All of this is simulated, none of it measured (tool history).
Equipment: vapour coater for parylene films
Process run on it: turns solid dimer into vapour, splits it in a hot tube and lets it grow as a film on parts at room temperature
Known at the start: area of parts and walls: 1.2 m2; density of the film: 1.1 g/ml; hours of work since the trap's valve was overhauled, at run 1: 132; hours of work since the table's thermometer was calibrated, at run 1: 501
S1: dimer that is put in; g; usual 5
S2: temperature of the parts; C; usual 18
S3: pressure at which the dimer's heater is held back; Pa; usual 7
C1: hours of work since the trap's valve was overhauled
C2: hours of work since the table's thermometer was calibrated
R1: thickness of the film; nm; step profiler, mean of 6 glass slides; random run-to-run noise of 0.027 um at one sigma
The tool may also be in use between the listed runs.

run,hour,S1,S2,S3,C1,C2,R1
1,0,5,18,7,132,501,2280
2,10.3,5,18,7,139,508,2260
3,23.4,5,18,7,148,517,2290
4,44.3,5,18,7,162,532,2290
5,55.6,5,18,7,170,540,2260
6,70.1,5,18,2.39,180,550,2670
7,89.5,5,18,2.39,194,563,2620
8,110.5,5,18,2.39,208,578,2630
9,122.9,5,18,7,217,586,2270
10,147.2,5,18,7,234,603,2240
11,170.9,5,11,7,250,620,2830
12,191.5,5,11,7,264,634,2760
13,203.3,5,18,3.05,273,642,2470
14,226.5,5,18,3.05,289,658,2510
15,241.8,5,18,3.05,299,669,2450
16,254.1,5,18,7,308,677,2210
17,270.8,5,18,7,319,689,2180
18,291.7,5,18,7,334,703,2230
19,305.7,5,18,7,344,713,2210
20,320.2,3,12,2.43,354,723,1820
21,332.3,5,18,7.41,362,731,2190
22,345.8,5,27,9.18,371,741,1610
23,361.3,6,11,9.18,382,751,3190
24,376.3,5,18,3.63,392,762,2350
25,396.2,4,17,2.39,406,776,2100
26,407.5,2,12,2.15,414,783,1260
27,430.3,3,12,2.15,430,799,1820
28,454.2,3,12,2.15,446,816,1880
29,471.1,4,13,4.62,458,828,2130
30,492.9,5,18,6.64,473,843,2150

Expected results for the next run?
31,511.9,9,18,4.33,486,856,?

Run 31 yielded R1 4100 nm.
Had the tool carried no hidden state, the very same run would have given R1 4490 nm.

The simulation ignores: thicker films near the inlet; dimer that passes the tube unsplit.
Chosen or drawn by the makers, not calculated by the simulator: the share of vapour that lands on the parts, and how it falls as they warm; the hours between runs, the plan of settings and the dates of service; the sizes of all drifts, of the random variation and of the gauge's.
